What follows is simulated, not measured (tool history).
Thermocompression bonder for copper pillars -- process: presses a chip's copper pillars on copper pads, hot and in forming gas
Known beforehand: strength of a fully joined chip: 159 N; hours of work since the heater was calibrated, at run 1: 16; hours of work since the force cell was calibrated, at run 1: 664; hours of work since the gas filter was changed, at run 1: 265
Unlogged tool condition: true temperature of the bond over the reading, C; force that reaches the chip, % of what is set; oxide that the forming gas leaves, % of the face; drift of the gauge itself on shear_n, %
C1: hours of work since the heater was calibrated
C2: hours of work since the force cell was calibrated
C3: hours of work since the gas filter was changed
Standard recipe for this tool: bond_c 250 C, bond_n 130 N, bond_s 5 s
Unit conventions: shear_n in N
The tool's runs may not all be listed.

run 1 hour=0.0 | bond_c=250 bond_n=130 bond_s=5 | C1=16 C2=664 C3=265 | shear_n=94.4
run 2 hour=36.8 | bond_c=250 bond_n=130 bond_s=5 | C1=38 C2=686 C3=287 | shear_n=92.0
-- hour=63.3 forming gas filter changed
run 3 hour=101.1 | bond_c=250 bond_n=130 bond_s=5 | C1=76 C2=724 C3=23 | shear_n=102.5
run 4 hour=136.8 | bond_c=250 bond_n=130 bond_s=5 | C1=98 C2=746 C3=44 | shear_n=103.6
run 5 hour=175.3 | bond_c=250 bond_n=130 bond_s=5 | C1=121 C2=769 C3=67 | shear_n=101.4
run 6 hour=228.1 | bond_c=250 bond_n=130 bond_s=5 | C1=152 C2=800 C3=99 | shear_n=99.6
run 7 hour=281.8 | bond_c=250 bond_n=130 bond_s=5 | C1=185 C2=833 C3=131 | shear_n=99.0
-- hour=294.2 force cell calibrated
run 8 hour=319.2 | bond_c=250 bond_n=130 bond_s=5 | C1=206 C2=15 C3=153 | shear_n=99.2
run 9 hour=368.9 | bond_c=250 bond_n=163 bond_s=5 | C1=236 C2=45 C3=182 | shear_n=106.5
run 10 hour=397.4 | bond_c=250 bond_n=163 bond_s=5 | C1=253 C2=62 C3=199 | shear_n=106.3
run 11 hour=459.9 | bond_c=250 bond_n=163 bond_s=5 | C1=290 C2=99 C3=237 | shear_n=106.3
-- hour=474.1 force cell calibrated, once more
run 12 hour=502.5 | bond_c=250 bond_n=130 bond_s=3 | C1=315 C2=17 C3=262 | shear_n=80.5
run 13 hour=540.2 | bond_c=250 bond_n=130 bond_s=5 | C1=338 C2=40 C3=284 | shear_n=92.5
-- hour=571.3 forming gas filter changed
run 14 hour=598.1 | bond_c=269 bond_n=130 bond_s=5 | C1=372 C2=74 C3=16 | shear_n=120.0
run 15 hour=636.9 | bond_c=269 bond_n=130 bond_s=5 | C1=395 C2=97 C3=39 | shear_n=117.4
run 16 hour=695.5 | bond_c=269 bond_n=181 bond_s=6 | C1=430 C2=132 C3=74 | shear_n=132.7
run 17 hour=751.5 | bond_c=269 bond_n=181 bond_s=6 | C1=464 C2=166 C3=108 | shear_n=134.2
run 18 hour=795.3 | bond_c=237 bond_n=139 bond_s=5 | C1=490 C2=192 C3=134 | shear_n=91.7
run 19 hour=842.9 | bond_c=243 bond_n=105 bond_s=5 | C1=519 C2=221 C3=163 | shear_n=86.7
run 20 hour=901.4 | bond_c=226 bond_n=78 bond_s=5 | C1=554 C2=256 C3=198 | shear_n=60.8
run 21 hour=944.9 | bond_c=267 bond_n=130 bond_s=7 | C1=580 C2=282 C3=224 | shear_n=117.7
run 22 hour=975.3 | bond_c=226 bond_n=130 bond_s=14 | C1=598 C2=300 C3=242 | shear_n=104.1
run 23 hour=1004.0 | bond_c=245 bond_n=100 bond_s=14 | C1=615 C2=317 C3=259 | shear_n=109.9
run 24 hour=1060.3 | bond_c=245 bond_n=104 bond_s=14 | C1=649 C2=351 C3=293 | shear_n=111.0
-- hour=1076.4 forming gas filter changed
run 25 hour=1119.6 | bond_c=245 bond_n=104 bond_s=14 | C1=684 C2=386 C3=26 | shear_n=120.5
run 26 hour=1172.2 | bond_c=245 bond_n=104 bond_s=14 | C1=716 C2=418 C3=57 | shear_n=121.2
-- hour=1201.4 heater calibrated with a thermocouple chip
run 27 hour=1211.6 | bond_c=245 bond_n=104 bond_s=14 | C1=6 C2=440 C3=80 | shear_n=110.2
run 28 hour=1261.6 | bond_c=267 bond_n=130 bond_s=12 | C1=36 C2=470 C3=110 | shear_n=130.4

Below are 3 alternative next runs, each starting from the tool's condition after run 28. Predict each:
run A hour=1314.3 | bond_c=241 bond_n=89 bond_s=12 | C1=68 C2=502 C3=141 | shear_n=?
run B hour=1314.3 | bond_c=250 bond_n=187 bond_s=12 | C1=68 C2=502 C3=141 | shear_n=?
run C hour=1314.3 | bond_c=267 bond_n=86 bond_s=12 | C1=68 C2=502 C3=141 | shear_n=?

run=A shear_n=96.8
run=B shear_n=131.1
run=C shear_n=117.6
Take away the tool's hidden state, keep each run's random variation, and the runs would have read:
run=A shear_n=100.1
run=B shear_n=136.7
run=C shear_n=122.2

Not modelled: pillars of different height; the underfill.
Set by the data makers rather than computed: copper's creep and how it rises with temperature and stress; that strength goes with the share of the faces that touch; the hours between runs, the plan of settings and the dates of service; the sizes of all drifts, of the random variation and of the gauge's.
